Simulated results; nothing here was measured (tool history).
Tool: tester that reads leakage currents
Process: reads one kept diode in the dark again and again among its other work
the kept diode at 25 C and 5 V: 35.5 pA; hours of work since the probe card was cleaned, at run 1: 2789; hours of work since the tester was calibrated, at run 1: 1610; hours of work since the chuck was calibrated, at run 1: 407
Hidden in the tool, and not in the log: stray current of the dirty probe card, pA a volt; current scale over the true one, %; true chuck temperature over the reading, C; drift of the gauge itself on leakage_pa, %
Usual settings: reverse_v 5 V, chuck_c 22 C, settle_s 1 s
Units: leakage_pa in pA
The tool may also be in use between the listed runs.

| run | day | reverse_v | chuck_c | settle_s | hours of work since the probe card was cleaned | hours of work since the tester was calibrated | hours of work since the chuck was calibrated | leakage_pa |
|---|---|---|---|---|---|---|---|---|
| 1 | 0 | 5 | 22 | 1 | 2789 | 1610 | 407 | 29.26 |
| 2 | 2.712 | 5 | 22 | 1 | 2840 | 1661 | 458 | 29.4 |
| 3 | 5.792 | 5 | 22 | 1 | 2897 | 1718 | 515 | 29.43 |
| 4 | 8.275 | 11.98 | 22 | 1 | 2944 | 1765 | 562 | 44.15 |
|  | 12.108 | probe card cleaned and baked |
| 5 | 12.108 | 4.74 | 22 | 1 | 0 | 1834 | 631 | 28.6 |
| 6 | 15.483 | 7.91 | 22 | 1 | 63 | 1898 | 694 | 36.31 |
|  | 16.812 | chuck's temperature calibrated |
| 7 | 17.771 | 5 | 22 | 1 | 105 | 1939 | 18 | 29.28 |
| 8 | 21.5 | 5 | 22 | 1 | 174 | 2009 | 88 | 29.35 |
| 9 | 23.488 | 5 | 22 | 1 | 212 | 2046 | 125 | 29.16 |
| 10 | 26.854 | 5 | 22 | 1 | 275 | 2109 | 188 | 29.29 |
| 11 | 28.658 | 5 | 22 | 1 | 308 | 2143 | 222 | 29.38 |
| 12 | 31.833 | 5 | 28 | 1 | 368 | 2202 | 281 | 45.91 |
| 13 | 35.288 | 5 | 22 | 1 | 433 | 2267 | 346 | 29.5 |
| 14 | 38.862 | 5 | 22 | 1 | 500 | 2334 | 413 | 29.38 |
| 15 | 41.608 | 5 | 22 | 1 | 551 | 2385 | 464 | 29.46 |
| 16 | 43.908 | 5 | 22 | 1 | 594 | 2428 | 508 | 29.5 |
| 17 | 47.342 | 4.37 | 22 | 1 | 658 | 2493 | 572 | 27.57 |
| 18 | 50.567 | 4.37 | 22 | 1 | 719 | 2553 | 632 | 27.56 |
| 19 | 52.738 | 5 | 22 | 6.57 | 759 | 2594 | 673 | 28.6 |
|  | 55.096 | chuck's temperature calibrated |
| 20 | 55.212 | 5 | 22 | 1 | 804 | 2639 | 2 | 29.27 |
| 21 | 58.925 | 5 | 22 | 1 | 874 | 2708 | 72 | 29.48 |
| 22 | 61.9 | 4.71 | 32 | 1 | 929 | 2764 | 127 | 58.69 |
| 23 | 64.292 | 4.71 | 35 | 1 | 974 | 2809 | 172 | 73.22 |
| 24 | 68.154 | 3.05 | 35 | 1.86 | 1047 | 2881 | 245 | 59.55 |
| 25 | 71.275 | 4.08 | 22 | 3.97 | 1105 | 2939 | 303 | 25.97 |
| 26 | 73.742 | 6.38 | 34 | 7.13 | 1151 | 2986 | 349 | 76.65 |
| 27 | 77.204 | 6.38 | 34 | 7.13 | 1216 | 3051 | 414 | 76.61 |
| 28 | 80.742 | 8.4 | 32 | 1 | 1282 | 3117 | 480 | 76.72 |
| 29 | 82.942 | 8.4 | 32 | 1 | 1324 | 3158 | 521 | 76.47 |
| 30 | 85.625 | 5 | 37 | 0.46 | 1374 | 3208 | 572 | 87.3 |
| 31 | 88.471 | 5 | 37 | 0.46 | 1427 | 3261 | 625 | 87.04 |
| 32 | 92.067 | 5 | 52 | 0.46 | 1494 | 3329 | 692 | 232.05 |
|  | 93.379 | chuck's temperature calibrated |
| 33 | 95.604 | 15.24 | 46 | 0.89 | 1559 | 3394 | 42 | 258.29 |
| 34 | 98.696 | 7.61 | 22 | 1 | 1617 | 3451 | 100 | 35.74 |
| 35 | 101.112 | 3.56 | 55 | 6.87 | 1662 | 3497 | 145 | 239.88 |
| 36 | 103.462 | 3.56 | 55 | 6.87 | 1706 | 3541 | 189 | 239.82 |
| 37 | 106.108 | 3.56 | 55 | 6.87 | 1756 | 3590 | 238 | 238.78 |
| 38 | 109.817 | 2.56 | 56 | 6.68 | 1825 | 3660 | 308 | 221.22 |
| 39 | 113.683 | 7.37 | 32 | 1.26 | 1898 | 3732 | 380 | 72.04 |

3 ways to go on from here, each from the tool as it stands after run 39. What would each give?
| A | 116.6 | 5 | 40 | 1 | 1952 | 3787 | 435 | ? |
| B | 116.6 | 5.41 | 26 | 1.9 | 1952 | 3787 | 435 | ? |
| C | 116.6 | 5.53 | 54 | 1.26 | 1952 | 3787 | 435 | ? |

| run | leakage_pa |
|---|---|
| A | 105.21 |
| B | 40.25 |
| C | 274.41 |
Without the tool's hidden state the same runs would have given:
| run | leakage_pa |
|---|---|
| A | 105.19 |
| B | 40.23 |
| C | 274.35 |

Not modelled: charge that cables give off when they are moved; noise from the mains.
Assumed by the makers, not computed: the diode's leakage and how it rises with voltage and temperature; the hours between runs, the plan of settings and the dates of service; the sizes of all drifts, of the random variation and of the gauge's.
